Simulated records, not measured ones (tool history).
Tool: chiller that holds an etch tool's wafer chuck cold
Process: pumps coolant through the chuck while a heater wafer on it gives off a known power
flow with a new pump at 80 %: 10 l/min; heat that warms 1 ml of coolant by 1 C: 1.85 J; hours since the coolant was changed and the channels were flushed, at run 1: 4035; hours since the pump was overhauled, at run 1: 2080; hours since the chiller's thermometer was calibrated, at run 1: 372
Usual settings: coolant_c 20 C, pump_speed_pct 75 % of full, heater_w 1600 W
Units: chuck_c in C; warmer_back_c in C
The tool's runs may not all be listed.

run   hour  coolant_c  pump_speed_pct  heater_w  hours since the coolant was changed and the channels were flushed  hours since the pump was overhauled  hours since the chiller's thermometer was calibrated  chuck_c  warmer_back_c
  1      0         20              75      1600                                                               4035                                 2080                                                   372     41.7           5.88
  2   46.2         20              75      1600                                                               4081                                 2126                                                   418       42           5.92
  3  115.3         20              75      1600                                                               4150                                 2195                                                   487       42           5.83
  4  165.6         20              75      1600                                                               4200                                 2245                                                   538     42.1           5.88
     179.7  -- coolant changed, channels flushed
  5  272.1         20              75      1600                                                                 92                                 2346                                                   638       40           5.89
  6  346.4         20              75      1273                                                                167                                 2420                                                   712       36           4.74
     352.3  -- chiller's thermometer calibrated
  7  431.7         20              75      1829                                                                251                                 2505                                                    79     43.1           6.81
  8  489.2         20              75      1829                                                                308                                 2562                                                   137     43.1           6.79
  9  575.4         20              75      1829                                                                395                                 2648                                                   223     43.2           6.81
 10  667.1         26              75      1829                                                                486                                 2740                                                   315     49.3           6.78
     680.9  -- chiller's thermometer calibrated, once more
 11  756.7         21              75      2373                                                                575                                 2829                                                    76     50.8           8.86
 12    861         21              75      2373                                                                679                                 2933                                                   180     51.2           8.93

4 ways to go on from here, each from the tool as it stands after run 12. What would each give?
  A  930.2         24              75      1962                                                                748                                 3002                                                   249        ?              ?
  B  930.2         16              67      2373                                                                748                                 3002                                                   249        ?              ?
  C  930.2         11              73      1299                                                                748                                 3002                                                   249        ?              ?
  D  930.2         22              70      1010                                                                748                                 3002                                                   249        ?              ?

run  chuck_c  warmer_back_c
  A     48.8           7.37
  B     48.3          10.04
  C     27.7           4.94
  D     35.3           4.07
Without the tool's hidden state the same runs would have given:
run  chuck_c  warmer_back_c
  A     47.3           6.79
  B     46.3           9.25
  C     26.6           4.55
  D     34.5           3.75

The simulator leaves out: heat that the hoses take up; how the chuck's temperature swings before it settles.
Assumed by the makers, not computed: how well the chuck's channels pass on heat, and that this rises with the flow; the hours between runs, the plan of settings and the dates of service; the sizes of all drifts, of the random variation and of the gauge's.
